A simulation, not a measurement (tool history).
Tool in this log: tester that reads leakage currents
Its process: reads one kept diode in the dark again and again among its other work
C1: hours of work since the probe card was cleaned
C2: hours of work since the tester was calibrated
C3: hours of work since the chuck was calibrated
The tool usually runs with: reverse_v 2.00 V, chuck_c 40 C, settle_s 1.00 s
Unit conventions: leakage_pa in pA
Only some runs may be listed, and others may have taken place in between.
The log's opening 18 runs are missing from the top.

run 19 hour=807.5 | reverse_v=5.13 chuck_c=48 settle_s=0.36 | C1=275 C2=2105 C3=523 | leakage_pa=1014.39
run 20 hour=868.8 | reverse_v=3.91 chuck_c=41 settle_s=1.00 | C1=315 C2=2144 C3=563 | leakage_pa=557.61
run 21 hour=930.3 | reverse_v=7.66 chuck_c=40 settle_s=1.00 | C1=355 C2=2184 C3=603 | leakage_pa=692.11
run 22 hour=988.1 | reverse_v=1.69 chuck_c=51 settle_s=1.00 | C1=392 C2=2222 C3=640 | leakage_pa=774.03
run 23 hour=1046.7 | reverse_v=5.60 chuck_c=43 settle_s=3.17 | C1=430 C2=2260 C3=678 | leakage_pa=745.93
run 24 hour=1104.3 | reverse_v=3.52 chuck_c=40 settle_s=0.69 | C1=468 C2=2297 C3=716 | leakage_pa=497.73
run 25 hour=1155.4 | reverse_v=11.78 chuck_c=45 settle_s=1.00 | C1=501 C2=2331 C3=749 | leakage_pa=1175.58
run 26 hour=1217.0 | reverse_v=14.99 chuck_c=37 settle_s=4.57 | C1=541 C2=2371 C3=789 | leakage_pa=744.88
run 27 hour=1267.3 | reverse_v=3.19 chuck_c=51 settle_s=1.12 | C1=574 C2=2403 C3=822 | leakage_pa=1015.99
run 28 hour=1314.7 | reverse_v=3.19 chuck_c=51 settle_s=1.12 | C1=604 C2=2434 C3=852 | leakage_pa=1016.07
run 29 hour=1355.5 | reverse_v=3.19 chuck_c=21 settle_s=0.42 | C1=631 C2=2461 C3=879 | leakage_pa=115.74
run 30 hour=1399.9 | reverse_v=3.19 chuck_c=21 settle_s=0.42 | C1=660 C2=2489 C3=908 | leakage_pa=115.09

Below are 3 alternative next runs, each starting from the tool's condition after run 30. Predict each:
run A hour=1444.1 | reverse_v=3.19 chuck_c=27 settle_s=0.42 | C1=689 C2=2518 C3=937 | leakage_pa=?
run B hour=1444.1 | reverse_v=2.00 chuck_c=20 settle_s=1.00 | C1=689 C2=2518 C3=937 | leakage_pa=?
run C hour=1444.1 | reverse_v=6.03 chuck_c=48 settle_s=0.74 | C1=689 C2=2518 C3=937 | leakage_pa=?

run=A leakage_pa=183.57
run=B leakage_pa=86.04
run=C leakage_pa=1091.65
Had the tool no hidden state, the same runs would have come out as:
run=A leakage_pa=183.80
run=B leakage_pa=86.16
run=C leakage_pa=1092.92
